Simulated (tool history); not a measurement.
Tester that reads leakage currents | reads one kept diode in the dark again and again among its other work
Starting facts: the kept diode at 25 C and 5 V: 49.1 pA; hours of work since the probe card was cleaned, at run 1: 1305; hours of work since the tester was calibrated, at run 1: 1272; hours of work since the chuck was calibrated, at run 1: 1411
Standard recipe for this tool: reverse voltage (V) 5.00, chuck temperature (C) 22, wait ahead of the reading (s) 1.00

| run | day | reverse voltage (V) | chuck temperature (C) | wait ahead of the reading (s) | hours of work since the probe card was cleaned | hours of work since the tester was calibrated | hours of work since the chuck was calibrated | current that the tester gives (pA) |
|---|---|---|---|---|---|---|---|---|
| 1 | 0.000 | 5.00 | 22 | 1.00 | 1305 | 1272 | 1411 | 40.44 |
| 2 | 3.296 | 5.00 | 22 | 1.00 | 1348 | 1315 | 1454 | 40.64 |
| 3 | 10.108 | 5.00 | 22 | 1.00 | 1437 | 1405 | 1543 | 40.96 |
| 4 | 16.738 | 5.00 | 22 | 1.00 | 1524 | 1492 | 1630 | 41.32 |
| 5 | 20.304 | 5.00 | 22 | 1.00 | 1571 | 1538 | 1677 | 41.49 |
| 6 | 25.475 | 5.00 | 22 | 0.36 | 1639 | 1606 | 1745 | 43.28 |
|  | 26.104 | tester calibrated |
| 7 | 31.671 | 5.00 | 22 | 0.36 | 1719 | 73 | 1825 | 43.28 |
| 8 | 38.046 | 5.00 | 22 | 0.36 | 1803 | 157 | 1909 | 43.71 |
| 9 | 40.858 | 4.74 | 44 | 0.32 | 1840 | 194 | 1946 | 257.08 |
|  | 46.429 | tester calibrated, once more |
| 10 | 47.638 | 2.30 | 43 | 2.76 | 1928 | 16 | 2034 | 160.96 |
| 11 | 54.267 | 2.30 | 43 | 2.76 | 2015 | 103 | 2121 | 160.60 |
| 12 | 57.992 | 1.67 | 24 | 0.36 | 2063 | 152 | 2169 | 27.56 |
| 13 | 63.121 | 14.66 | 32 | 1.60 | 2131 | 219 | 2237 | 168.81 |
| 14 | 67.321 | 11.01 | 57 | 5.26 | 2186 | 274 | 2292 | 1056.01 |
| 15 | 73.558 | 11.01 | 57 | 5.26 | 2268 | 356 | 2374 | 1060.11 |
| 16 | 77.604 | 1.70 | 27 | 0.94 | 2321 | 409 | 2427 | 35.29 |

What if the next run were any one of these 5? Each begins from the tool's condition after run 16:
|  | 79.692 | chuck's temperature calibrated |
| A | 83.388 | 16.46 | 27 | 7.07 | 2396 | 484 | 49 | ? |
|  | 79.692 | chuck's temperature calibrated |
| B | 83.388 | 5.87 | 28 | 0.41 | 2396 | 484 | 49 | ? |
|  | 79.692 | chuck's temperature calibrated |
| C | 83.388 | 3.61 | 33 | 0.37 | 2396 | 484 | 49 | ? |
|  | 79.692 | chuck's temperature calibrated |
| D | 83.388 | 3.01 | 27 | 0.94 | 2396 | 484 | 49 | ? |
|  | 79.692 | chuck's temperature calibrated |
| E | 83.388 | 1.70 | 36 | 8.57 | 2396 | 484 | 49 | ? |

| run | current that the tester gives (pA) |
|---|---|
| A | 136.40 |
| B | 84.11 |
| C | 97.43 |
| D | 52.95 |
| E | 84.22 |
With the hidden condition removed and each run's random variation left untouched, the same runs would have given:
| run | current that the tester gives (pA) |
|---|---|
| A | 105.91 |
| B | 73.03 |
| C | 90.25 |
| D | 47.19 |
| E | 80.56 |
